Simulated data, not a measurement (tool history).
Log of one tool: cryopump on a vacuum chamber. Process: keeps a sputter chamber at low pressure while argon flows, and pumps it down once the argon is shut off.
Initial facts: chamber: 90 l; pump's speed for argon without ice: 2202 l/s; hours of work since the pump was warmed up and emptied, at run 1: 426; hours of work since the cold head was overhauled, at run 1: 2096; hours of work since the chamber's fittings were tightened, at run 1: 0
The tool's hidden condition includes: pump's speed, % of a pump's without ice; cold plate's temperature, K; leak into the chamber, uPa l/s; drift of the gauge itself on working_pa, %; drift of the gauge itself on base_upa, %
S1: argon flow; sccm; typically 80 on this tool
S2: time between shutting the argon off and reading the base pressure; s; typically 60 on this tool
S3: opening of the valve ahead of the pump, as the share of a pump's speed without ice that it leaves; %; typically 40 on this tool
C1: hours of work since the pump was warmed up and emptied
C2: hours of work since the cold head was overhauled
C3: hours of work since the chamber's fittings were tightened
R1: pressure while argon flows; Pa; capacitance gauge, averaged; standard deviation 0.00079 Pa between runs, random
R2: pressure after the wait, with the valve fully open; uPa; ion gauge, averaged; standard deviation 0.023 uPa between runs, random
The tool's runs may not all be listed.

Run 1, day 0.000: usual settings; C1 426; C2 2096; C3 0. Result: R1 0.1646 Pa, R2 0.83 uPa.
Run 2, day 2.988: usual settings; C1 470; C2 2140; C3 44. Result: R1 0.1653 Pa, R2 0.87 uPa.
Run 3, day 6.125: usual settings; C1 515; C2 2185; C3 89. Result: R1 0.1677 Pa, R2 0.94 uPa.
Run 4, day 9.292: usual settings; C1 561; C2 2232; C3 135. Result: R1 0.1691 Pa, R2 0.93 uPa.
Run 5, day 11.762: usual settings; C1 597; C2 2268; C3 171. Result: R1 0.1703 Pa, R2 0.99 uPa.
Run 6, day 14.125: usual settings but S1 66 sccm; C1 632; C2 2302; C3 206. Result: R1 0.1405 Pa, R2 1.04 uPa.
Run 7, day 17.242: usual settings but S1 66 sccm; C1 677; C2 2347; C3 251. Result: R1 0.1426 Pa, R2 1.03 uPa.
Run 8, day 19.550: usual settings; C1 711; C2 2381; C3 285. Result: R1 0.1741 Pa, R2 1.10 uPa.
Run 9, day 23.608: usual settings; C1 770; C2 2440; C3 344. Result: R1 0.1769 Pa, R2 1.24 uPa.
At day 24.650: pump warmed up, emptied and cooled again.
Run 10, day 26.958: usual settings; C1 34; C2 2486; C3 390. Result: R1 0.1568 Pa, R2 1.05 uPa.
Run 11, day 31.033: usual settings; C1 93; C2 2545; C3 449. Result: R1 0.1570 Pa, R2 1.17 uPa.

Run 12 comes next. What will it give?
Run 12, day 34.592: usual settings but S1 51 sccm, S2 161 s, S3 32 %; C1 145; C2 2597; C3 501. Result: R1 ?, R2 ?.

R1: 0.1249 Pa
R2: 0.81 uPa
With no hidden state in the tool, this same run would have given R1 0.1218 Pa, R2 0.36 uPa.

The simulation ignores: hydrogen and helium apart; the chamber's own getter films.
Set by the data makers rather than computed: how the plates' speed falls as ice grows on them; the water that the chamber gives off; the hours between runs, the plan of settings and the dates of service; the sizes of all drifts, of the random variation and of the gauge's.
